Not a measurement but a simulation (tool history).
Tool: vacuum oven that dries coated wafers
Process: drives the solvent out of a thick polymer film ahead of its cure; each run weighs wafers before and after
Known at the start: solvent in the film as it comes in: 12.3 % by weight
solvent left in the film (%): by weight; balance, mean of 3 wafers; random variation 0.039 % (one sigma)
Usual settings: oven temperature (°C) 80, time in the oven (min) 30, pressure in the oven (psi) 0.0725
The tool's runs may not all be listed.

Run 1, day 0: usual settings. Result: solvent left in the film (%) 1.05.
Run 2, day 1.062: usual settings but time in the oven (min) 40. Result: solvent left in the film (%) 0.69.
Run 3, day 2.012: usual settings but time in the oven (min) 40. Result: solvent left in the film (%) 0.58.
Run 4, day 3.771: usual settings but time in the oven (min) 40. Result: solvent left in the film (%) 0.62.
Run 5, day 4.929: usual settings but time in the oven (min) 40. Result: solvent left in the film (%) 0.59.
Run 6, day 6.821: usual settings but oven temperature (°C) 74. Result: solvent left in the film (%) 2.01.
Run 7, day 8.596: usual settings but oven temperature (°C) 74. Result: solvent left in the film (%) 1.97.
Run 8, day 9.508: usual settings but oven temperature (°C) 74. Result: solvent left in the film (%) 2.07.
Run 9, day 11.538: usual settings but oven temperature (°C) 74. Result: solvent left in the film (%) 1.99.
Run 10, day 13.367: usual settings but oven temperature (°C) 74. Result: solvent left in the film (%) 2.07.
Run 11, day 14.429: usual settings but oven temperature (°C) 74. Result: solvent left in the film (%) 2.07.
Run 12, day 16.6: usual settings but oven temperature (°C) 74. Result: solvent left in the film (%) 2.09.
Run 13, day 17.642: usual settings but oven temperature (°C) 74. Result: solvent left in the film (%) 2.1.
Run 14, day 19.442: usual settings but pressure in the oven (psi) 0.2402. Result: solvent left in the film (%) 1.55.
Run 15, day 20.433: usual settings but pressure in the oven (psi) 0.2402. Result: solvent left in the film (%) 1.61.
Run 16, day 22.1: usual settings but pressure in the oven (psi) 0.2402. Result: solvent left in the film (%) 1.57.
Run 17, day 23.729: usual settings but pressure in the oven (psi) 0.2402. Result: solvent left in the film (%) 1.56.
Run 18, day 25.433: usual settings but pressure in the oven (psi) 0.2402. Result: solvent left in the film (%) 1.6.
Run 19, day 27.571: usual settings but pressure in the oven (psi) 0.2402. Result: solvent left in the film (%) 1.57.
Run 20, day 29.171: usual settings but pressure in the oven (psi) 0.2402. Result: solvent left in the film (%) 1.57.
Run 21, day 31.296: usual settings but pressure in the oven (psi) 0.2402. Result: solvent left in the film (%) 1.6.
At day 32.408: oven's thermocouples calibrated.
Run 22, day 32.7: usual settings but pressure in the oven (psi) 0.2402. Result: solvent left in the film (%) 1.57.
Run 23, day 34.238: usual settings but time in the oven (min) 34. Result: solvent left in the film (%) 0.82.
Run 24, day 35.75: usual settings but oven temperature (°C) 90, time in the oven (min) 19, pressure in the oven (psi) 0.1758. Result: solvent left in the film (%) 0.91.
Run 25, day 37.046: usual settings but oven temperature (°C) 67, time in the oven (min) 37. Result: solvent left in the film (%) 2.94.
Run 26, day 38.017: usual settings but oven temperature (°C) 71. Result: solvent left in the film (%) 2.7.
Run 27, day 39.567: usual settings but oven temperature (°C) 69, pressure in the oven (psi) 0.0381. Result: solvent left in the film (%) 3.04.
Run 28, day 41.512: usual settings but oven temperature (°C) 69, pressure in the oven (psi) 0.0381. Result: solvent left in the film (%) 3.08.
Run 29, day 42.879: usual settings but oven temperature (°C) 87, time in the oven (min) 25. Result: solvent left in the film (%) 0.54.
Run 30, day 44.912: usual settings but time in the oven (min) 41. Result: solvent left in the film (%) 0.61.
Run 31, day 46.838: usual settings but time in the oven (min) 41. Result: solvent left in the film (%) 0.58.
Run 32, day 47.771: usual settings but time in the oven (min) 41. Result: solvent left in the film (%) 0.57.
Run 33, day 48.767: usual settings but time in the oven (min) 41. Result: solvent left in the film (%) 0.55.
Run 34, day 49.775: usual settings but oven temperature (°C) 89, time in the oven (min) 38, pressure in the oven (psi) 0.1922. Result: solvent left in the film (%) 0.54.
Run 35, day 51.175: usual settings but oven temperature (°C) 89, time in the oven (min) 29, pressure in the oven (psi) 0.0509. Result: solvent left in the film (%) 0.27.
Run 36, day 53.267: usual settings but oven temperature (°C) 66, time in the oven (min) 19, pressure in the oven (psi) 0.1253. Result: solvent left in the film (%) 5.68.
Run 37, day 54.742: usual settings but oven temperature (°C) 66, time in the oven (min) 19, pressure in the oven (psi) 0.1253. Result: solvent left in the film (%) 5.71.
Run 38, day 56.883: usual settings but oven temperature (°C) 94, time in the oven (min) 54, pressure in the oven (psi) 0.1878. Result: solvent left in the film (%) 0.39.
Run 39, day 58.146: usual settings but oven temperature (°C) 92, time in the oven (min) 34. Result: solvent left in the film (%) 0.19.
Run 40, day 59.629: usual settings but oven temperature (°C) 92, time in the oven (min) 34. Result: solvent left in the film (%) 0.23.
Run 41, day 60.867: usual settings but oven temperature (°C) 90. Result: solvent left in the film (%) 0.29.
Run 42, day 62.808: usual settings but oven temperature (°C) 90. Result: solvent left in the film (%) 0.22.

Predict each of these 4 candidate next runs independently; none follows another, all start after run 42:
Run A, day 64.404: usual settings but oven temperature (°C) 90, pressure in the oven (psi) 0.06. Result: solvent left in the film (%) ?.
Run B, day 64.404: usual settings but oven temperature (°C) 90, pressure in the oven (psi) 0.2654. Result: solvent left in the film (%) ?.
Run C, day 64.404: usual settings but time in the oven (min) 25, pressure in the oven (psi) 0.1098. Result: solvent left in the film (%) ?.
Run D, day 64.404: usual settings but oven temperature (°C) 86, pressure in the oven (psi) 0.0548. Result: solvent left in the film (%) ?.

run  solvent left in the film (%)
  A                          0.19
  B                           0.7
  C                          1.56
  D                          0.42
Without the tool's hidden state the same runs would have given:
run  solvent left in the film (%)
  A                          0.19
  B                          0.69
  C                          1.55
  D                          0.42

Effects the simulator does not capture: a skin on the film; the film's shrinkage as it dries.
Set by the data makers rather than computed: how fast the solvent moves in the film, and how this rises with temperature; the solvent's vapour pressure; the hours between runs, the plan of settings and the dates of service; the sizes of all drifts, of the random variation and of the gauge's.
